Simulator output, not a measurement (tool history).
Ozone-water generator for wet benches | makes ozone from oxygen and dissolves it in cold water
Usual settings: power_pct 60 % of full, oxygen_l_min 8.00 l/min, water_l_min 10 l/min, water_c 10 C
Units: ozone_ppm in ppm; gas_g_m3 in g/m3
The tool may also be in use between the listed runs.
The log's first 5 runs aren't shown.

run      day  power_pct  oxygen_l_min  water_l_min  water_c  hours of work since the electrodes were changed  hours of work since the contactor was cleaned  hours of work since the thermometer was calibrated  ozone_ppm  gas_g_m3
  6   33.788         60          6.14           10       10                                             3576                                           3284                                                1408       35.0     239.1
  7   38.383         60          8.00           10       10                                             3655                                           3363                                                1487       34.1     209.6
  8   42.504         60          8.00           10       10                                             3725                                           3433                                                1557       33.6     210.6
  9   50.771         60          8.00           10       10                                             3866                                           3575                                                1698       33.7     209.0
 10   57.712         60          8.00           10       10                                             3985                                           3693                                                1817       33.3     206.8
 11   62.067         60          8.00           10       10                                             4059                                           3768                                                1892       33.2     209.6
 12   66.583         60          8.00           10       10                                             4137                                           3845                                                1969       33.4     206.4
 13   76.346         60          8.00           10       10                                             4304                                           4012                                                2136       33.1     206.5
 14   82.642         60          8.00           10       10                                             4411                                           4119                                                2243       32.5     206.9
 15   91.150         60          8.00           10       10                                             4557                                           4265                                                2389       32.3     207.6
 16   96.058         60          8.00           10       10                                             4641                                           4349                                                2473       32.6     205.2
 17  101.796         60          8.00           10       10                                             4739                                           4447                                                2571       32.9     204.4
 18  106.083         69          6.37           10       16                                             4812                                           4520                                                2644       32.3     256.0
 19  111.458         69          6.37           10        6                                             4904                                           4612                                                2736       39.8     253.9
     112.538  -- contactor cleaned
 20  117.712         71          4.66           10       18                                             5008                                             88                                                2840       35.6     296.2
 21  121.867         99          8.00           10       10                                             5079                                            159                                                2911       49.6     288.1
 22  128.858         46          8.00            6       16                                             5198                                            279                                                3030       32.6     170.2
 23  138.312         46          8.00            6       16                                             5360                                            441                                                3192       32.1     168.1
 24  144.679         60          8.00            7       10                                             5469                                            549                                                3301       41.4     202.6
 25  154.042         44          8.00            7       12                                             5629                                            709                                                3461       32.0     162.9
 26  159.062         64          8.00            7        5                                             5715                                            795                                                3547       49.0     210.0
 27  168.017         64          8.00            7        5                                             5868                                            948                                                3700       48.2     209.8

The next listed run, before its measurement:
 28  175.308         50          8.00            7        5                                             5992                                           1073                                                3824          ?         ?

ozone_ppm: 40.5 ppm
gas_g_m3: 176.3 g/m3
Without the tool's hidden state the same run would have given ozone_ppm 45.7 ppm, gas_g_m3 192.9 g/m3.

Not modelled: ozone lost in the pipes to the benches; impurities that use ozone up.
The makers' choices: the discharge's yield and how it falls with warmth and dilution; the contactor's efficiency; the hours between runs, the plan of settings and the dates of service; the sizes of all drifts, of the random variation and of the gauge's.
